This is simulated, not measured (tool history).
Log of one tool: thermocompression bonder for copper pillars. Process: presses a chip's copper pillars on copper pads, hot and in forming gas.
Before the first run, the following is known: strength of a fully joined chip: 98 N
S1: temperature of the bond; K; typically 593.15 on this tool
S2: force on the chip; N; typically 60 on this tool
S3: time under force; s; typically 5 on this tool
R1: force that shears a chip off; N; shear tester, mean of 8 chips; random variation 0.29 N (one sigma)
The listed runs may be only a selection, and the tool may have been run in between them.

run,hour,S1,S2,S3,R1
1,0,593.15,60,5,48.1
2,100.1,593.15,60,5,47.5
3,158.2,593.15,60,5,47.4
# hour 201.5: forming gas filter changed
4,248.4,593.15,60,5,48.7
5,338.8,593.15,60,5,48.6
6,380.3,593.15,60,5,49
7,445.9,593.15,60,5,48.3
8,547.1,593.15,60,5,47.8
9,610.6,593.15,60,5,47.7
# hour 663.6: heater calibrated with a thermocouple chip
10,667.4,620.15,82,3,66.3
11,747.9,568.15,60,5,43.6
# hour 771.5: force cell calibrated
# hour 793.1: forming gas filter changed
12,830.9,568.15,60,5,43
13,915.1,568.15,60,5,42.3
14,958.7,582.15,64,7,54.7
15,1058.8,608.15,60,5,56.3
16,1118.9,611.15,89,5,71.7

Run 17, settings as shown, results not yet in. Your forecast:
17,1215.7,611.15,89,5,?

{"run 17": {"R1": 71.1}}
With the hidden condition absent and the run-to-run variation left alone, this run would have shown R1 73.2 N.
